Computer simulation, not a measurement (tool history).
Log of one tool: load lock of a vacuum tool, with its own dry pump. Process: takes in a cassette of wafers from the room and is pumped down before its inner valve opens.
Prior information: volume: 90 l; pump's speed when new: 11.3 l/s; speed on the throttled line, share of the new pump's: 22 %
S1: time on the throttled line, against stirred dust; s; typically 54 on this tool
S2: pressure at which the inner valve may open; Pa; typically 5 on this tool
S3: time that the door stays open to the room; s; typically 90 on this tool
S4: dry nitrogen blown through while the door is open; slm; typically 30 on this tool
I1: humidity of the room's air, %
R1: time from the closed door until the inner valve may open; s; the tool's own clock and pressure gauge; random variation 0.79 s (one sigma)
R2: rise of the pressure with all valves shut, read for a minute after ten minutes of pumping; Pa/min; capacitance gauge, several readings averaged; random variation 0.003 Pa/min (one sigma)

run     day  S1  S2   S3  S4    I1     R1     R2
  1       0  54   5   90  30  47.1  121.4  0.029
  2   7.504  54   5   90  30  45.2  123.4  0.027
  3  16.433  54   5   90  30  46.9  122.9  0.028
  4  25.329  54   5   90  30  45.6  122.3  0.027
  5  30.104  67   5   90  30    43  131.4  0.032
  6  36.312  67   5   90  30  44.2    132  0.026
  7  44.275  67   5   90  30  43.7  131.3   0.03
  8  50.138  85  10   93  30  44.9  141.8  0.032
  9  55.854  85   7  115  30  45.7  142.3  0.031
 10  62.112  85   7  115  30  46.6  143.8  0.034
 11  66.746  85   7  115  30  43.9  143.7  0.028
 12  76.854  85   7  115  30  41.9  144.1  0.032
 13  85.725  87   7  115  30  43.7  144.3  0.029

Below are 5 alternative next runs, each starting from the tool's condition after run 13. Predict each:
  A  94.825  87   7  115   4  42.1   ?   ?
  B  94.825  33   5   94  30    46   ?   ?
  C  94.825  54   5  128  30  42.6   ?   ?
  D  94.825  54   5   33   6    45   ?   ?
  E  94.825  54   6   90  30  47.1   ?   ?

run     R1     R2
  A  145.8  0.064
  B  105.4  0.032
  C  121.4  0.032
  D  122.1  0.025
  E  119.5  0.029
Stripped of hidden state, with their random variation kept, the same runs would have yielded:
run     R1     R2
  A  145.8  0.063
  B  105.4  0.032
  C  121.4  0.031
  D  122.1  0.025
  E  119.5  0.029
